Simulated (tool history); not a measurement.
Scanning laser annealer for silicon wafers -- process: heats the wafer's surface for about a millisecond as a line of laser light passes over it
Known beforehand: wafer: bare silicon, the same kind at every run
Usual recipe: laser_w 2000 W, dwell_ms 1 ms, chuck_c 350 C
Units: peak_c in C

| run | hour | laser_w | dwell_ms | chuck_c | peak_c |
|---|---|---|---|---|---|
| 1 | 0 | 2000 | 1 | 350 | 1158 |
| 2 | 7.6 | 2000 | 1 | 350 | 1152 |
| 3 | 14.5 | 2000 | 1 | 350 | 1155 |
| 4 | 19.2 | 2000 | 1 | 350 | 1157 |
| 5 | 25.6 | 2000 | 1 | 350 | 1152 |
| 6 | 34 | 2000 | 0.72 | 350 | 1037 |
| 7 | 40.2 | 2000 | 0.72 | 350 | 1032 |
| 8 | 48.2 | 2000 | 0.72 | 350 | 1035 |
| 9 | 57.7 | 2000 | 1 | 350 | 1158 |
| 10 | 67.5 | 2000 | 1 | 350 | 1155 |
| 11 | 73.6 | 2000 | 1 | 350 | 1154 |
| 12 | 83.4 | 2161 | 1.08 | 337 | 1257 |
| 13 | 91.3 | 2161 | 1.08 | 337 | 1256 |
| 14 | 100.1 | 1846 | 0.75 | 326 | 956 |
| 15 | 107.2 | 1965 | 0.86 | 387 | 1121 |
| 16 | 112.2 | 1965 | 0.92 | 384 | 1136 |
| 17 | 121.3 | 1965 | 0.92 | 384 | 1140 |
| 18 | 126.9 | 1750 | 0.73 | 315 | 901 |
| 19 | 133.9 | 1750 | 0.73 | 315 | 897 |
| 20 | 143.4 | 1750 | 0.73 | 315 | 902 |
| 21 | 150.3 | 2144 | 1 | 350 | 1230 |
| 22 | 155 | 2157 | 0.94 | 337 | 1194 |

What if the next run were any one of these 5? Each begins from the tool's condition after run 22:
| A | 159.7 | 1928 | 0.94 | 322 | ? |
| B | 159.7 | 2157 | 1.09 | 367 | ? |
| C | 159.7 | 2175 | 0.8 | 319 | ? |
| D | 159.7 | 1768 | 0.9 | 335 | ? |
| E | 159.7 | 1780 | 1.07 | 350 | ? |

| run | peak_c |
|---|---|
| A | 1069 |
| B | 1290 |
| C | 1116 |
| D | 991 |
| E | 1074 |
Take away the tool's hidden state, keep each run's random variation, and the runs would have read:
| run | peak_c |
|---|---|
| A | 1069 |
| B | 1291 |
| C | 1117 |
| D | 991 |
| E | 1075 |
